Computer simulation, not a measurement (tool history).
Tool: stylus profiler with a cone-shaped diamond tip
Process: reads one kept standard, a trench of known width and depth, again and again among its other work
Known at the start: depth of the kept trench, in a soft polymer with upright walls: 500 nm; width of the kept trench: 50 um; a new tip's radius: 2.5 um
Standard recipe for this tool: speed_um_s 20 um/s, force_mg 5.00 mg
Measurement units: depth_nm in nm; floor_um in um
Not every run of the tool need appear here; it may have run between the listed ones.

run 1 hour=0.0 | speed_um_s=20 force_mg=5.00 | depth_nm=505.75 floor_um=46.86
run 2 hour=44.0 | speed_um_s=36 force_mg=5.00 | depth_nm=505.81 floor_um=46.80
run 3 hour=72.5 | speed_um_s=36 force_mg=5.00 | depth_nm=505.85 floor_um=46.80
run 4 hour=118.7 | speed_um_s=20 force_mg=10.02 | depth_nm=510.04 floor_um=46.87
run 5 hour=169.2 | speed_um_s=20 force_mg=10.02 | depth_nm=509.95 floor_um=46.88
run 6 hour=192.6 | speed_um_s=44 force_mg=5.00 | depth_nm=506.08 floor_um=46.82
run 7 hour=236.7 | speed_um_s=7 force_mg=5.00 | depth_nm=505.71 floor_um=46.86
run 8 hour=291.1 | speed_um_s=20 force_mg=5.95 | depth_nm=506.75 floor_um=46.85
run 9 hour=339.0 | speed_um_s=20 force_mg=5.95 | depth_nm=506.58 floor_um=46.85
run 10 hour=380.1 | speed_um_s=10 force_mg=5.00 | depth_nm=505.59 floor_um=46.79
run 11 hour=410.6 | speed_um_s=43 force_mg=5.00 | depth_nm=505.51 floor_um=46.74
run 12 hour=458.0 | speed_um_s=14 force_mg=5.00 | depth_nm=505.43 floor_um=46.80
run 13 hour=481.9 | speed_um_s=14 force_mg=5.00 | depth_nm=505.53 floor_um=46.79
run 14 hour=536.1 | speed_um_s=14 force_mg=5.00 | depth_nm=505.58 floor_um=46.83
run 15 hour=576.8 | speed_um_s=14 force_mg=5.00 | depth_nm=505.43 floor_um=46.81
run 16 hour=605.6 | speed_um_s=14 force_mg=5.00 | depth_nm=505.50 floor_um=46.80
run 17 hour=648.8 | speed_um_s=14 force_mg=5.00 | depth_nm=505.56 floor_um=46.80
run 18 hour=703.9 | speed_um_s=14 force_mg=5.00 | depth_nm=505.42 floor_um=46.82
run 19 hour=740.1 | speed_um_s=20 force_mg=5.00 | depth_nm=505.18 floor_um=46.73
run 20 hour=785.4 | speed_um_s=20 force_mg=5.00 | depth_nm=505.35 floor_um=46.82
run 21 hour=819.2 | speed_um_s=20 force_mg=5.00 | depth_nm=505.37 floor_um=46.81
run 22 hour=862.5 | speed_um_s=20 force_mg=5.00 | depth_nm=505.12 floor_um=46.78
run 23 hour=907.5 | speed_um_s=20 force_mg=5.00 | depth_nm=505.21 floor_um=46.78
run 24 hour=962.3 | speed_um_s=20 force_mg=1.71 | depth_nm=501.64 floor_um=46.74
run 25 hour=994.5 | speed_um_s=62 force_mg=4.25 | depth_nm=504.36 floor_um=46.61
run 26 hour=1019.3 | speed_um_s=9 force_mg=4.94 | depth_nm=505.08 floor_um=46.75
run 27 hour=1064.8 | speed_um_s=7 force_mg=3.52 | depth_nm=503.74 floor_um=46.82
run 28 hour=1118.7 | speed_um_s=7 force_mg=3.52 | depth_nm=503.45 floor_um=46.78
run 29 hour=1145.3 | speed_um_s=29 force_mg=4.30 | depth_nm=504.35 floor_um=46.74
run 30 hour=1185.5 | speed_um_s=29 force_mg=4.30 | depth_nm=504.43 floor_um=46.72
run 31 hour=1210.2 | speed_um_s=9 force_mg=1.79 | depth_nm=501.51 floor_um=46.77
run 32 hour=1254.0 | speed_um_s=20 force_mg=1.89 | depth_nm=501.78 floor_um=46.71
run 33 hour=1280.9 | speed_um_s=12 force_mg=1.89 | depth_nm=501.69 floor_um=46.76
run 34 hour=1326.2 | speed_um_s=7 force_mg=4.71 | depth_nm=504.95 floor_um=46.77
run 35 hour=1374.1 | speed_um_s=7 force_mg=4.71 | depth_nm=504.75 floor_um=46.80
run 36 hour=1416.3 | speed_um_s=6 force_mg=4.71 | depth_nm=504.53 floor_um=46.79
run 37 hour=1466.4 | speed_um_s=6 force_mg=10.37 | depth_nm=509.43 floor_um=46.77
run 38 hour=1493.6 | speed_um_s=70 force_mg=9.19 | depth_nm=508.28 floor_um=46.67
run 39 hour=1545.3 | speed_um_s=70 force_mg=9.19 | depth_nm=508.36 floor_um=46.61
run 40 hour=1579.9 | speed_um_s=68 force_mg=4.37 | depth_nm=503.94 floor_um=46.68
run 41 hour=1609.7 | speed_um_s=68 force_mg=4.37 | depth_nm=504.04 floor_um=46.60
run 42 hour=1640.2 | speed_um_s=30 force_mg=3.15 | depth_nm=502.74 floor_um=46.66
run 43 hour=1668.1 | speed_um_s=17 force_mg=2.61 | depth_nm=502.12 floor_um=46.75
run 44 hour=1695.4 | speed_um_s=17 force_mg=2.61 | depth_nm=502.29 floor_um=46.69
run 45 hour=1731.2 | speed_um_s=37 force_mg=2.54 | depth_nm=502.33 floor_um=46.65
run 46 hour=1769.9 | speed_um_s=6 force_mg=3.06 | depth_nm=502.56 floor_um=46.75
run 47 hour=1812.5 | speed_um_s=6 force_mg=3.06 | depth_nm=502.66 floor_um=46.75

Subtracting, for every run, the result it would have given without the tool's unlogged condition from the measured result gives the following. The same run-to-run variation enters both numbers; the gauge's scatter may not:
The tool's hidden condition here consists of: radius of the tip, um; height scale over the true one, %; drift of the gauge itself on depth_nm, %; drift of the gauge itself on floor_um, %.
run=1 depth_nm=-1.15 floor_um=-0.11
run=2 depth_nm=-1.18 floor_um=-0.11
run=3 depth_nm=-1.20 floor_um=-0.11
run=4 depth_nm=-1.24 floor_um=-0.12
run=5 depth_nm=-1.28 floor_um=-0.12
run=6 depth_nm=-1.29 floor_um=-0.13
run=7 depth_nm=-1.31 floor_um=-0.13
run=8 depth_nm=-1.36 floor_um=-0.13
run=9 depth_nm=-1.39 floor_um=-0.14
run=10 depth_nm=-1.43 floor_um=-0.15
run=11 depth_nm=-1.45 floor_um=-0.15
run=12 depth_nm=-1.48 floor_um=-0.15
run=13 depth_nm=-1.50 floor_um=-0.16
run=14 depth_nm=-1.53 floor_um=-0.16
run=15 depth_nm=-1.57 floor_um=-0.16
run=16 depth_nm=-1.59 floor_um=-0.16
run=17 depth_nm=-1.63 floor_um=-0.17
run=18 depth_nm=-1.67 floor_um=-0.17
run=19 depth_nm=-1.69 floor_um=-0.17
run=20 depth_nm=-1.73 floor_um=-0.18
run=21 depth_nm=-1.75 floor_um=-0.17
run=22 depth_nm=-1.78 floor_um=-0.18
run=23 depth_nm=-1.81 floor_um=-0.19
run=24 depth_nm=-1.84 floor_um=-0.19
run=25 depth_nm=-1.88 floor_um=-0.20
run=26 depth_nm=-1.89 floor_um=-0.20
run=27 depth_nm=-1.93 floor_um=-0.20
run=28 depth_nm=-1.96 floor_um=-0.20
run=29 depth_nm=-1.99 floor_um=-0.20
run=30 depth_nm=-2.01 floor_um=-0.21
run=31 depth_nm=-2.02 floor_um=-0.22
run=32 depth_nm=-2.06 floor_um=-0.22
run=33 depth_nm=-2.07 floor_um=-0.22
run=34 depth_nm=-2.12 floor_um=-0.22
run=35 depth_nm=-2.15 floor_um=-0.22
run=36 depth_nm=-2.18 floor_um=-0.23
run=37 depth_nm=-2.24 floor_um=-0.23
run=38 depth_nm=-2.26 floor_um=-0.24
run=39 depth_nm=-2.29 floor_um=-0.24
run=40 depth_nm=-2.30 floor_um=-0.24
run=41 depth_nm=-2.32 floor_um=-0.25
run=42 depth_nm=-2.34 floor_um=-0.25
run=43 depth_nm=-2.35 floor_um=-0.25
run=44 depth_nm=-2.37 floor_um=-0.25
run=45 depth_nm=-2.40 floor_um=-0.25
run=46 depth_nm=-2.43 floor_um=-0.26
run=47 depth_nm=-2.46 floor_um=-0.27
